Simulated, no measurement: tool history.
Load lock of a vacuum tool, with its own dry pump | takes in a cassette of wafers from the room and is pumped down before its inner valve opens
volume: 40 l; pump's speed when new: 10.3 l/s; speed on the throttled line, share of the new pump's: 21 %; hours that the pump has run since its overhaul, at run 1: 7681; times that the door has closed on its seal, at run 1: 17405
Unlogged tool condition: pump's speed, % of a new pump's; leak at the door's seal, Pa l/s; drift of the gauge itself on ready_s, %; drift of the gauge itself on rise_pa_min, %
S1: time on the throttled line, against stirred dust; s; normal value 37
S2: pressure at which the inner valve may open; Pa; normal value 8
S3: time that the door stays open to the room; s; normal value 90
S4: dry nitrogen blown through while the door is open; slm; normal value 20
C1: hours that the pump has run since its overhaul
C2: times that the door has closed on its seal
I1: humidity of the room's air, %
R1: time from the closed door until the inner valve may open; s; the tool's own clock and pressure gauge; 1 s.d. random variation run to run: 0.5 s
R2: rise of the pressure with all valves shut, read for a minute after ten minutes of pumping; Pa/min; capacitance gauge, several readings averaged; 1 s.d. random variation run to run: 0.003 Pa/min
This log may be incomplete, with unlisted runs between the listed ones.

run     hour  S1  S2   S3  S4     C1     C2    I1    R1     R2
  1        0  37   8   90  20   7681  17405  44.8  69.1  0.057
  2    302.4  37   7   90  20   7983  17985  41.4  69.7   0.06
  3    569.5  37   7   90  20   8250  18496  45.9  69.7  0.062
  4    829.5  37   7   90  20   8510  18994  47.5  69.6  0.068
  5   1128.6  37   7   90  20   8809  19567  44.9  69.3  0.071
  6   1405.1  37   7   90  20   9086  20097  42.9  70.2  0.069
  7   1785.4  37   7   90  20   9466  20825  44.2  69.8  0.065
  8     2192  37   7   90  20   9873  21604  42.7  68.9  0.069
  9     2526  37   7   90  20  10207  22243  47.5  69.8  0.075
 10   2910.6  37   8   90  26  10591  22980  44.6  69.7  0.074
 11   3191.3  37   8   90  26  10872  23518    47  70.3  0.074
        3479  -- dry pump taken out, an overhauled one fitted
 12   3526.6  37   8  171  20     48  24148  43.7  66.5  0.083
 13   3824.6  37   8  171  20    346  24719  41.4  66.1  0.092
 14   4064.5  37   8  171  20    585  25179  45.4  65.3  0.098
 15   4349.1  37   8  171  20    870  25724  43.7  67.4   0.09
 16   4681.8  37   8   90  20   1203  26361  45.3  66.7  0.091
 17   4882.1  37   8   90  20   1403  26744  43.9  66.8  0.096
 18   5219.5  37   8   90  14   1740  27390  45.7  66.4  0.102
 19     5419  37   8   90  14   1940  27773    46  66.7    0.1
 20   5831.2  43   8   90  20   2352  28562  44.4  71.5  0.101
 21   6233.6  43   8   90  20   2755  29333    42  70.7  0.109
 22   6409.6  56   8  102   6   2931  29670  45.5  82.7  0.127
 23   6611.9  56   8  102   6   3133  30057  42.4  81.9  0.129
 24   6873.9  49   8   90  22   3395  30559  46.8  75.6  0.106
 25   7292.1  49   8   90  22   3813  31360  47.9  75.8  0.114
 26   7606.7  61   8   49  20   4128  31963  42.7  87.2  0.107
 27   7966.8  61  10   49  39   4488  32652  43.8  84.7  0.107
 28   8262.1  61   9   29  39   4783  33218  44.7  85.2  0.108
 29   8534.7  54   8   90  21   5056  33740  43.4    81  0.124
 30   8725.8  33  12   90  13   5247  34106  46.2  62.6  0.138
 31   9126.6  33  12   90  13   5648  34874  43.5  62.9  0.135
 32   9474.5  64  12   90   4   5995  35540  45.2  87.3  0.159
 33   9751.7  64  12   90   4   6273  36071    44  87.5  0.161
 34  10030.1  64  12   90   4   6551  36604  43.4  87.6  0.162
 35  10400.3  20  12  103   4   6921  37313  42.1  53.6  0.172
 36  10802.3  20  12  103   4   7323  38083  46.2  53.1  0.174
 37  11209.8  20  12  103   4   7731  38863  43.9  53.5  0.172
 38  11469.7  37  12  103   4   7991  39361  45.5  66.6  0.184

Hidden condition of the tool, last listed run before each entry between runs versus first listed run after:
From run 11 to run 12: dry pump taken out, an overhauled one fitted (hour 3479)
  pump's speed, % of a new pump's: 88.7 -> 99.8; leak at the door's seal, Pa l/s: 0.0422 -> 0.0438
  measured value less the no-hidden-state value, R1: +3.7 -> +0.1 s; R2: +0.06 -> +0.062 Pa/min

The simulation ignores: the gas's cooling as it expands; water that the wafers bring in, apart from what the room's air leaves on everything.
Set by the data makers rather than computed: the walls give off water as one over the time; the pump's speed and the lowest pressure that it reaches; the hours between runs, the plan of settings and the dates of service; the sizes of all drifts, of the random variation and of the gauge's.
